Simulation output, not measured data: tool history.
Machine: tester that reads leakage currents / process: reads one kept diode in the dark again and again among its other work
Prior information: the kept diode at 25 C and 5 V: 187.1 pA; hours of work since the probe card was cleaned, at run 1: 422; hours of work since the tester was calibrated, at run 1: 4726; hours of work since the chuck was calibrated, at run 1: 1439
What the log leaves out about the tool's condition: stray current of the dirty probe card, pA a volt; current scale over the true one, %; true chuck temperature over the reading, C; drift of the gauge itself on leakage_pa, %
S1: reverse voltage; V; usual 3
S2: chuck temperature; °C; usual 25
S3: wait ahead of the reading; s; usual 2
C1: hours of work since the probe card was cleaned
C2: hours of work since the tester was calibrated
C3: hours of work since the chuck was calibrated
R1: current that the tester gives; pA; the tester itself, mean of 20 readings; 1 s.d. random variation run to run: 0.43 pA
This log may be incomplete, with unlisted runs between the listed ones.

run	hour	S1	S2	S3	C1	C2	C3	R1
1	0	3	25	2	422	4726	1439	128.81
2	213.7	3	25	2	568	4872	1585	127.77
3	337.7	1.64	25	2	652	4957	1670	90.93
4	454.4	1.64	25	2	732	5036	1749	90.76
# hour 523.4: tester calibrated
5	669.9	1.64	25	2	878	100	1895	91.52
# hour 849.6: chuck's temperature calibrated
6	911	1.64	25	2	1041	263	42	100.9
7	1081.5	3	25	1.38	1157	380	158	139.58
8	1288.5	3	44	2	1299	521	300	538.36
9	1419.4	3	44	2	1388	610	389	534.06
10	1634.9	1.5	25	2	1535	757	536	93.12
11	1882.5	3	25	8.43	1704	926	705	136.47
12	2118	3	25	2	1865	1087	866	135.63
13	2262	3	45	2	1963	1186	964	559.62
14	2503.7	1.29	32	4.97	2128	1351	1129	139.52
15	2664	19.92	48	7.67	2238	1460	1239	1921.68
16	2849.1	7.29	35	7.67	2364	1586	1365	450.67
17	3097.8	3.76	25	6.28	2534	1756	1535	148.6
18	3282.5	10.01	32	8.3	2660	1882	1661	428.77
19	3388.3	10.01	32	8.3	2732	1954	1733	428.89
20	3552.3	10.01	32	8.3	2844	2066	1845	425.32
21	3716.6	3.49	29	8.3	2956	2179	1957	188.67
# hour 3733.1: probe card cleaned and baked
# hour 3804.3: chuck's temperature calibrated
22	3856.2	1.6	60	7.39	83	2270	35	1058.15
23	4083.9	1.94	29	8.84	238	2426	191	148.01
24	4316.6	2.11	27	3.33	397	2585	350	132.92

Alternative continuations, all from the tool just after run 24; predict every row:
A	4545.7	3.49	27	1.31	553	2741	506	?
B	4545.7	2.11	27	1.68	553	2741	506	?
C	4545.7	5.67	52	3.14	553	2741	506	?
D	4545.7	14.02	26	2.55	553	2741	506	?
E	4545.7	3	44	0.39	553	2741	506	?

run	R1
A	174.48
B	131
C	1280.55
D	351.24
E	532.23
With the hidden condition removed and each run's random variation left untouched, the same runs would have given:
run	R1
A	178.63
B	134.15
C	1310.07
D	359.07
E	544.75
